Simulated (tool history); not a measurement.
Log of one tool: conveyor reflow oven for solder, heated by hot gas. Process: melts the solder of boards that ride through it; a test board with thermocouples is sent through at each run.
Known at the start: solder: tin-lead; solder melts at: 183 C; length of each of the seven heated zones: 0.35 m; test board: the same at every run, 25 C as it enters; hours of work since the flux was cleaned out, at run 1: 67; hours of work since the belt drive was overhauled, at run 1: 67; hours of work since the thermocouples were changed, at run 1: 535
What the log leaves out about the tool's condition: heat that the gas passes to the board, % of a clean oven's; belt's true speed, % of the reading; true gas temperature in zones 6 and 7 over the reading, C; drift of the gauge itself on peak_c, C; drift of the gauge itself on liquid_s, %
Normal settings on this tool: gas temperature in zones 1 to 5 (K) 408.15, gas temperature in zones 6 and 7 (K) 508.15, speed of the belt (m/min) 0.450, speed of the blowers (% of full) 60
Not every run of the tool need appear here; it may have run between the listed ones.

| run | day | gas temperature in zones 1 to 5 (K) | gas temperature in zones 6 and 7 (K) | speed of the belt (m/min) | speed of the blowers (% of full) | hours of work since the flux was cleaned out | hours of work since the belt drive was overhauled | hours of work since the thermocouples were changed | highest temperature of the board (K) | time above the solder's melting point (s) |
|---|---|---|---|---|---|---|---|---|---|---|
| 1 | 0.000 | 408.15 | 508.15 | 0.450 | 60 | 67 | 67 | 535 | 493.05 | 71.8 |
|  | 1.092 | thermocouples of zones 6 and 7 changed |
| 2 | 2.704 | 408.15 | 508.15 | 0.450 | 60 | 100 | 100 | 21 | 491.25 | 69.9 |
| 3 | 5.325 | 408.15 | 508.15 | 0.450 | 61 | 134 | 134 | 54 | 491.55 | 70.2 |
| 4 | 6.842 | 408.15 | 508.15 | 0.450 | 60 | 153 | 153 | 74 | 491.75 | 70.0 |
| 5 | 8.454 | 408.15 | 508.15 | 0.450 | 51 | 174 | 174 | 94 | 487.75 | 65.2 |
| 6 | 9.954 | 408.15 | 508.15 | 0.450 | 65 | 193 | 193 | 113 | 492.75 | 71.5 |
|  | 10.996 | flux residue cleaned out of gas plates and filters |
| 7 | 11.712 | 408.15 | 508.15 | 0.450 | 60 | 9 | 213 | 133 | 490.95 | 69.3 |
| 8 | 14.262 | 408.15 | 508.15 | 0.450 | 60 | 42 | 246 | 166 | 490.85 | 68.7 |
| 9 | 16.921 | 408.15 | 508.15 | 0.450 | 60 | 76 | 280 | 200 | 490.65 | 69.2 |
| 10 | 19.808 | 408.15 | 508.15 | 0.450 | 60 | 113 | 317 | 237 | 490.65 | 69.6 |
|  | 21.696 | flux residue cleaned out of gas plates and filters, once more |
| 11 | 23.104 | 408.15 | 508.15 | 0.450 | 60 | 18 | 356 | 276 | 493.15 | 71.3 |
| 12 | 25.271 | 408.15 | 517.15 | 0.450 | 60 | 46 | 384 | 304 | 501.15 | 77.5 |
| 13 | 28.233 | 408.15 | 508.15 | 0.450 | 60 | 84 | 422 | 342 | 492.55 | 71.1 |
| 14 | 30.338 | 408.15 | 508.15 | 0.442 | 60 | 110 | 449 | 369 | 492.65 | 72.9 |
| 15 | 31.675 | 408.15 | 508.15 | 0.450 | 60 | 128 | 466 | 386 | 492.95 | 71.3 |
| 16 | 34.317 | 408.15 | 508.15 | 0.450 | 60 | 161 | 500 | 420 | 492.35 | 71.2 |
| 17 | 37.096 | 407.15 | 508.15 | 0.433 | 55 | 197 | 535 | 455 | 491.75 | 72.6 |
|  | 37.946 | flux residue cleaned out of gas plates and filters |
| 18 | 38.800 | 399.15 | 508.15 | 0.450 | 60 | 11 | 554 | 474 | 491.35 | 67.0 |
| 19 | 41.221 | 419.15 | 508.15 | 0.508 | 60 | 42 | 585 | 505 | 491.05 | 65.7 |
| 20 | 43.804 | 419.15 | 511.15 | 0.515 | 60 | 75 | 618 | 538 | 493.15 | 66.1 |
|  | 44.746 | thermocouples of zones 6 and 7 changed |
| 21 | 45.333 | 399.15 | 508.15 | 0.450 | 60 | 93 | 637 | 8 | 490.25 | 65.5 |
| 22 | 48.242 | 408.15 | 508.15 | 0.450 | 76 | 131 | 674 | 45 | 496.05 | 75.0 |
| 23 | 50.175 | 408.15 | 517.15 | 0.450 | 55 | 155 | 699 | 69 | 498.15 | 75.5 |
| 24 | 51.562 | 408.15 | 517.15 | 0.450 | 55 | 173 | 716 | 87 | 497.75 | 75.5 |
|  | 52.817 | belt drive overhauled, speed set with a stopwatch |
| 25 | 53.600 | 408.15 | 517.15 | 0.450 | 55 | 197 | 10 | 111 | 497.05 | 74.6 |
|  | 54.462 | flux residue cleaned out of gas plates and filters |
| 26 | 56.825 | 408.15 | 517.15 | 0.524 | 80 | 30 | 49 | 150 | 501.75 | 66.9 |
| 27 | 59.892 | 404.15 | 517.15 | 0.524 | 66 | 69 | 88 | 189 | 495.65 | 61.4 |
| 28 | 62.925 | 397.15 | 517.15 | 0.524 | 61 | 108 | 127 | 228 | 492.55 | 56.0 |
| 29 | 65.825 | 397.15 | 517.15 | 0.456 | 61 | 145 | 164 | 265 | 498.05 | 70.8 |
| 30 | 67.562 | 418.15 | 499.15 | 0.365 | 69 | 168 | 186 | 287 | 493.15 | 96.1 |

What if the next run were any one of these 4? Each begins from the tool's condition after run 30:
| A | 69.796 | 408.15 | 504.15 | 0.514 | 60 | 196 | 215 | 316 | ? | ? |
| B | 69.796 | 408.15 | 508.15 | 0.450 | 68 | 196 | 215 | 316 | ? | ? |
| C | 69.796 | 418.15 | 502.15 | 0.365 | 85 | 196 | 215 | 316 | ? | ? |
| D | 69.796 | 418.15 | 501.15 | 0.459 | 53 | 196 | 215 | 316 | ? | ? |

| run | highest temperature of the board (K) | time above the solder's melting point (s) |
|---|---|---|
| A | 483.55 | 52.8 |
| B | 494.35 | 72.6 |
| C | 497.55 | 101.0 |
| D | 484.85 | 65.7 |
The same runs, with their run-to-run variation unchanged, on a tool lacking any hidden condition would have given:
| run | highest temperature of the board (K) | time above the solder's melting point (s) |
|---|---|---|
| A | 483.65 | 53.0 |
| B | 494.35 | 72.5 |
| C | 496.95 | 100.7 |
| D | 484.55 | 65.4 |
